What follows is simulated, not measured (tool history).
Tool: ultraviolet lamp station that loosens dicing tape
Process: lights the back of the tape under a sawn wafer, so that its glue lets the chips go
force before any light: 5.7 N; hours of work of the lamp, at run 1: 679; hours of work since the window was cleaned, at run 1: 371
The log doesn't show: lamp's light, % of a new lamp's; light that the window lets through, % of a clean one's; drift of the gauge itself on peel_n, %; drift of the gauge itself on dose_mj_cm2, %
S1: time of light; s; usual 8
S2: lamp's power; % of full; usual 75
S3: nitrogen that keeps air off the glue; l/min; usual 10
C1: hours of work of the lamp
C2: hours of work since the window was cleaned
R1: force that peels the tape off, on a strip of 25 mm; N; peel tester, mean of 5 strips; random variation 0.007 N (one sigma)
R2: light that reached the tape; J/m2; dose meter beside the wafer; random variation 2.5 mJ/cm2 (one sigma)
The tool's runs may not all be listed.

run	hour	S1	S2	S3	C1	C2	R1	R2
1	0	8	75	10	679	371	0.256	2940
2	16.9	8	75	10	688	381	0.236	2930
3	37.3	8	75	10	700	392	0.254	2900
4	55.7	8	73	10	710	403	0.269	2860
# hour 83.5: window cleaned of glue's vapour
5	86.8	8	73	10	728	2	0.267	2860
6	124.1	8	73	10	749	23	0.271	2880
7	143.6	8	75	10	760	34	0.258	2910
8	163.3	8	75	16	772	46	0.155	2940
9	184.5	8	75	16	784	58	0.154	2900
10	199.9	8	75	16	793	67	0.154	2980
11	220.2	8	65	10	804	78	0.349	2540
12	246.3	8	75	4	819	93	0.64	2930
13	276.3	8	75	4	836	110	0.627	2960
14	299.2	8	75	4	849	123	0.646	2960
15	332.7	8	75	10	868	142	0.256	2920
16	370.6	8	75	10	890	164	0.252	2920
17	407.8	8	75	10	911	185	0.241	2940
18	445.4	8	75	10	933	207	0.243	2910
19	462.1	8	75	10	943	217	0.238	2990
20	496.2	8	75	5	962	236	0.504	2980
21	519	8	75	5	975	249	0.516	2930
# hour 534.2: lamp changed
22	547	8	75	10	7	264	0.257	2950
23	569.3	4	96	18	20	277	0.44	1870
24	600.2	9	95	18	38	295	0.073	4180
25	632.5	9	75	7	56	313	0.265	3350
26	669	4	75	3	77	334	2.106	1500
27	687.5	6	90	10	88	345	0.319	2700
28	706.8	6	90	10	99	356	0.335	2650
29	736	6	90	10	115	373	0.311	2680
30	765.2	6	92	4	132	389	0.705	2730
31	797.4	5	75	10	151	408	0.699	1810
# hour 816.8: window cleaned of glue's vapour
32	833.4	4	75	5	171	9	1.653	1480
33	852.2	8	64	14	182	20	0.272	2510
34	879.9	8	92	10	197	36	0.148	3650
35	915.4	8	92	10	218	56	0.149	3600
36	953.1	14	75	10	239	78	0.074	5160
37	983.3	4	75	15	257	95	0.836	1470
38	1008.4	4	64	19	271	110	0.974	1190
39	1039.6	4	64	19	289	127	0.955	1240
40	1069.7	8	95	14	306	145	0.109	3750
41	1106	8	82	10	327	165	0.202	3190
42	1144.1	4	75	6	349	187	1.494	1450
43	1169.2	4	75	6	363	202	1.45	1490

Forecast each of these 3 alternatives for the next run:
A	1200.9	4	63	8	381	220	?	?
B	1200.9	8	63	8	381	220	?	?
C	1200.9	4	75	8	381	220	?	?

run	R1	R2
A	1.631	1240
B	0.471	2440
C	1.299	1510
Without the tool's hidden state the same runs would have given:
run	R1	R2
A	1.625	1250
B	0.468	2450
C	1.294	1510
